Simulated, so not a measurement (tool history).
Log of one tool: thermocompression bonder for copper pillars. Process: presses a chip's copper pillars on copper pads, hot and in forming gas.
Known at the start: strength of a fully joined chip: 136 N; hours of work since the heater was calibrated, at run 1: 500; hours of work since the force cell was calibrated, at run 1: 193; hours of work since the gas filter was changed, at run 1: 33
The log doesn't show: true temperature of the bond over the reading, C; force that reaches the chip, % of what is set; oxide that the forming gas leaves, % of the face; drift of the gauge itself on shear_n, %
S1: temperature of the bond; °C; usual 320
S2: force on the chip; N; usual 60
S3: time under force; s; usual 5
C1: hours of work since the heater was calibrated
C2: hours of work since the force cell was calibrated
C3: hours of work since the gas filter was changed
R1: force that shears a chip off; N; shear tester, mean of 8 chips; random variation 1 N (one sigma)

run	hour	S1	S2	S3	C1	C2	C3	R1
1	0	320	60	5	500	193	33	87.6
2	28.9	320	64	5	514	206	47	93.4
3	65.5	320	64	5	532	224	65	92.3
4	102.6	320	64	5	550	242	83	92.8
5	140.2	320	64	5	568	260	101	92.7
6	180.3	320	60	5	588	280	120	88.3
7	198.3	320	60	5	596	288	129	88.2
8	226.9	291	60	5	610	302	143	66.6
9	252.3	291	60	5	622	315	155	69.3
10	274.3	291	60	5	633	325	166	69.6
11	304.3	291	60	5	648	340	180	69.9
12	329	306	60	11	659	352	192	99.4
13	350.7	323	39	14	670	362	203	85.7
# hour 353.6: forming gas filter changed
14	381.2	323	39	14	685	377	13	84.3
15	410.8	323	39	5	699	391	28	59.9
16	447.9	294	85	11	717	409	46	115.8
17	486.4	301	47	6	735	428	64	62.2
18	517.7	320	54	3	751	443	79	68.1
19	553.9	311	67	9	768	460	97	103.8
20	583.7	311	67	9	783	475	111	106.3
21	602	311	67	9	791	484	120	105.8

Forecast each of these 5 alternatives for the next run:
A	628.8	320	77	6	804	497	133	?
B	628.8	290	70	7	804	497	133	?
C	628.8	320	60	8	804	497	133	?
D	628.8	320	60	6	804	497	133	?
E	628.8	295	60	3	804	497	133	?

run	R1
A	111
B	87
C	98.8
D	92.4
E	60.3
Without the tool's hidden state the same runs would have given:
run	R1
A	111.2
B	87.2
C	98.9
D	92.5
E	60.4
